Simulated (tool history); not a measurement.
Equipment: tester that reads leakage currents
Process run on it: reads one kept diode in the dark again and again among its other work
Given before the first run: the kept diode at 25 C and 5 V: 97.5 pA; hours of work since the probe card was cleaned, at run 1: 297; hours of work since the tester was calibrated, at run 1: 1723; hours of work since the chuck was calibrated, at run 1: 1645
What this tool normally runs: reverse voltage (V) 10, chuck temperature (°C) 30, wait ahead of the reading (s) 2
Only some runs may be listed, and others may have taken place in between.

run     day  reverse voltage (V)  chuck temperature (°C)  wait ahead of the reading (s)  hours of work since the probe card was cleaned  hours of work since the tester was calibrated  hours of work since the chuck was calibrated  current that the tester gives (pA)
  1       0                   10                      30                              2                                             297                                           1723                                          1645                              194.88
  2   2.533                   10                      30                              2                                             339                                           1765                                          1687                              195.39
  3   4.092                   10                      30                           0.87                                             364                                           1790                                          1712                              195.67
  4   6.429                   10                      30                              2                                             403                                           1829                                          1751                              194.66
  5    8.45                   10                      30                              2                                             436                                           1862                                          1784                              193.47
  6   9.675                  6.6                      30                              2                                             456                                           1882                                          1804                              159.99
  7  11.175                  6.6                      30                              2                                             481                                           1907                                          1829                              159.99
  8  13.825                  6.6                      30                              2                                             524                                           1951                                          1873                              159.96
  9  15.462                  6.6                      30                              2                                             551                                           1978                                          1900                              159.95
 10  17.667                   10                      30                              2                                             588                                           2014                                          1936                              194.08
 11  19.554                   10                      30                              2                                             619                                           2045                                          1967                              193.81
     19.762  -- chuck's temperature calibrated
 12  22.179                   10                      30                              2                                             661                                           2087                                            40                              185.24
 13  24.746                    1                      30                              2                                             703                                           2129                                            82                               62.93
     26.025  -- chuck's temperature calibrated, once more
 14  27.617                    1                      30                              2                                             749                                           2175                                            26                               71.94
 15  30.217                    1                      30                              2                                             792                                           2218                                            69                               71.64
 16  31.788                    1                      30                              2                                             818                                           2244                                            95                               71.26
 17  34.292                  3.7                      30                              2                                             859                                           2285                                           136                              130.81
 18  37.083                  3.7                      30                              2                                             905                                           2331                                           182                              130.96
 19  39.012                  3.7                      30                              2                                             937                                           2363                                           214                              131.33
 20  41.362                  2.4                      30                              2                                             975                                           2401                                           253                              107.22
 21  44.075                  4.2                      30                           0.44                                            1020                                           2446                                           297                              139.68
 22  46.354                  1.4                      30                           0.33                                            1057                                           2484                                           335                               84.08
 23  47.875                  5.1                      20                           1.34                                            1082                                           2509                                           360                               65.53
 24    49.3                  5.1                      20                           3.12                                            1106                                           2532                                           383                               65.39
 25  51.258                  5.1                      22                           0.42                                            1138                                           2564                                           416                               79.75
 26  53.512                   10                      30                           1.15                                            1175                                           2602                                           453                              208.44
      54.65  -- probe card cleaned and baked
 27    56.4                 10.3                      30                           0.67                                              29                                           2647                                           498                              209.96
 28  58.042                   10                      26                           2.39                                              56                                           2674                                           525                              147.09
 29  60.421                   10                      26                           2.39                                              95                                           2713                                           564                              146.76
 30  62.038                  4.2                      46                           1.85                                             122                                           2740                                           591                              477.62
 31  64.179                  4.2                      46                           1.85                                             157                                           2775                                           626                              477.05
 32   65.65                  1.7                      34                              5                                             181                                           2799                                           650                              124.81
 33  68.092                  5.5                      36                           3.76                                             221                                           2840                                           691                              249.43
 34  70.429                  7.8                      32                           1.88                                             260                                           2878                                           729                              213.56
 35  72.746                  5.5                      25                           0.58                                             298                                           2916                                           767                              102.53
 36    74.7                  5.5                      25                           0.58                                             330                                           2948                                           800                              102.56
 37  77.454                  2.7                      22                              2                                             376                                           2994                                           845                               55.92

Run 38 has not been measured yet. What should we expect?
 38  80.1                   10                      24                            1.1                                             419                                           3037                                           888                                   ?

Logged for run 38: current that the tester gives (pA) 124.51.
With the hidden condition absent and the run-to-run variation left alone, this run would have shown current that the tester gives (pA) 125.7.
